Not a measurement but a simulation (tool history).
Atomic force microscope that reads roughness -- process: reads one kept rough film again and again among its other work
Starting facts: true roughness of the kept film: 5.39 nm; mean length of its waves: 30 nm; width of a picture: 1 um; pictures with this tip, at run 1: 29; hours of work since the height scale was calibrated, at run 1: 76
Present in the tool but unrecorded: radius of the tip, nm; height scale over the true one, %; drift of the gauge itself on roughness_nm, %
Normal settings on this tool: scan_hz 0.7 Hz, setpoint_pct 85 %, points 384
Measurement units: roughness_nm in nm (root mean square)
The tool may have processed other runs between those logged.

run,hour,scan_hz,setpoint_pct,points,pictures with this tip,hours of work since the height scale was calibrated,roughness_nm
1,0,0.7,85,384,29,76,4.185
2,31.9,0.7,85,545,67,92,3.938
3,54.5,0.509,85,384,94,104,3.756
4,77.8,0.509,85,384,122,116,3.594
5,127.8,0.509,85,384,182,141,3.287
6,161.5,0.819,85,384,222,159,3.058
# hour 200.3: new tip fitted
7,209.9,0.819,85,384,12,183,4.253
8,256.6,0.819,85,384,67,207,3.826
9,298.5,0.819,85,384,118,229,3.517
10,324.1,0.819,85,384,148,242,3.337
11,345.6,1.366,85,384,174,253,3.134
12,395.4,0.7,85,384,234,279,3.001
# hour 423: new tip fitted
13,431.1,0.725,85,384,10,297,4.33
14,472,0.7,85,384,59,318,3.932
15,510.4,0.7,85,384,104,338,3.632
16,550,0.7,85,384,152,358,3.341
17,583.4,0.7,85,384,192,375,3.211
18,621.4,0.7,85,384,237,395,2.984
# hour 647.6: new tip fitted
19,669.3,0.7,85,384,26,419,4.242
20,712.9,3.693,85,384,78,442,3.413
21,743.9,3.693,85,384,115,458,3.195
22,775.1,1.186,85,384,153,474,3.338
23,814.1,0.849,85,384,199,494,3.166
24,861.1,0.849,85,384,255,518,2.893
# hour 871.4: new tip fitted
25,903.6,0.7,85,497,39,539,4.123
26,934,0.7,85,384,75,555,3.819
27,984,0.7,85,384,135,581,3.46
28,1033.6,0.7,82,462,194,606,3.183
29,1053.9,3.104,79,878,219,617,2.863
# hour 1097.3: new tip fitted
30,1101.1,0.575,70,977,4,641,4.477
31,1129.3,0.575,70,977,38,655,4.231
32,1169.3,0.928,63,977,86,676,3.837
33,1192.6,2.949,85,561,114,688,3.277
34,1224.1,1.724,89,384,152,704,3.203
35,1247.4,0.598,74,409,179,716,3.275
36,1289.5,2.007,60,888,230,738,3.044
# hour 1320.2: new tip fitted
37,1329.5,2.007,60,888,11,758,4.387
38,1365.2,2.933,85,1016,54,776,3.687
39,1405.6,2.933,85,1016,102,797,3.388
40,1455.3,0.7,88,1009,162,823,3.344
41,1477.8,0.7,64,1009,188,834,3.299
42,1506.2,3.641,67,295,222,849,2.966
# hour 1543.6: new tip fitted
43,1553,3.641,67,295,11,873,4.162
44,1599.4,2.172,79,589,66,897,3.754
45,1643,2.503,79,736,118,919,3.398
46,1663.4,2.503,79,736,143,930,3.25
47,1700.8,2.503,79,736,188,949,3.056
48,1748,2.503,60,736,244,973,2.986
# hour 1767.9: new tip fitted
49,1788.7,3.669,89,848,25,994,3.646
50,1832.3,1.103,66,848,77,1016,3.88
51,1870.3,0.7,76,860,123,1036,3.596
52,1895.6,0.741,68,261,153,1049,3.385

Hidden condition of the tool, last listed run before each entry between runs versus first listed run after:
Logged between run 6 and run 7: new tip fitted (hour 200.3)
  radius of the tip, nm: 29.2 -> 8.9; height scale over the true one, %: 0.06 -> 0.08
  measured minus no-state result, roughness_nm: -1.374 -> -0.16 nm (root mean square)
Logged between run 12 and run 13: new tip fitted (hour 423)
  radius of the tip, nm: 31 -> 8.4; height scale over the true one, %: 0.14 -> 0.15
  measured minus no-state result, roughness_nm: -1.456 -> -0.116 nm (root mean square)
Logged between run 18 and run 19: new tip fitted (hour 647.6)
  radius of the tip, nm: 31.2 -> 9.6; height scale over the true one, %: 0.22 -> 0.24
  measured minus no-state result, roughness_nm: -1.45 -> -0.214 nm (root mean square)
Logged between run 24 and run 25: new tip fitted (hour 871.4)
  radius of the tip, nm: 33.2 -> 11.4; height scale over the true one, %: 0.31 -> 0.32
  measured minus no-state result, roughness_nm: -1.526 -> -0.353 nm (root mean square)
Logged between run 29 and run 30: new tip fitted (hour 1097.3)
  radius of the tip, nm: 30.3 -> 8; height scale over the true one, %: 0.37 -> 0.39
  measured minus no-state result, roughness_nm: -1.338 -> -0.074 nm (root mean square)
Logged between run 36 and run 37: new tip fitted (hour 1320.2)
  radius of the tip, nm: 31.4 -> 8.5; height scale over the true one, %: 0.46 -> 0.47
  measured minus no-state result, roughness_nm: -1.486 -> -0.111 nm (root mean square)
Logged between run 42 and run 43: new tip fitted (hour 1543.6)
  radius of the tip, nm: 29.9 -> 8.9; height scale over the true one, %: 0.53 -> 0.55
  measured minus no-state result, roughness_nm: -1.353 -> -0.136 nm (root mean square)
Logged between run 48 and run 49: new tip fitted (hour 1767.9)
  radius of the tip, nm: 32.5 -> 10.5; height scale over the true one, %: 0.62 -> 0.63
  measured minus no-state result, roughness_nm: -1.521 -> -0.233 nm (root mean square)

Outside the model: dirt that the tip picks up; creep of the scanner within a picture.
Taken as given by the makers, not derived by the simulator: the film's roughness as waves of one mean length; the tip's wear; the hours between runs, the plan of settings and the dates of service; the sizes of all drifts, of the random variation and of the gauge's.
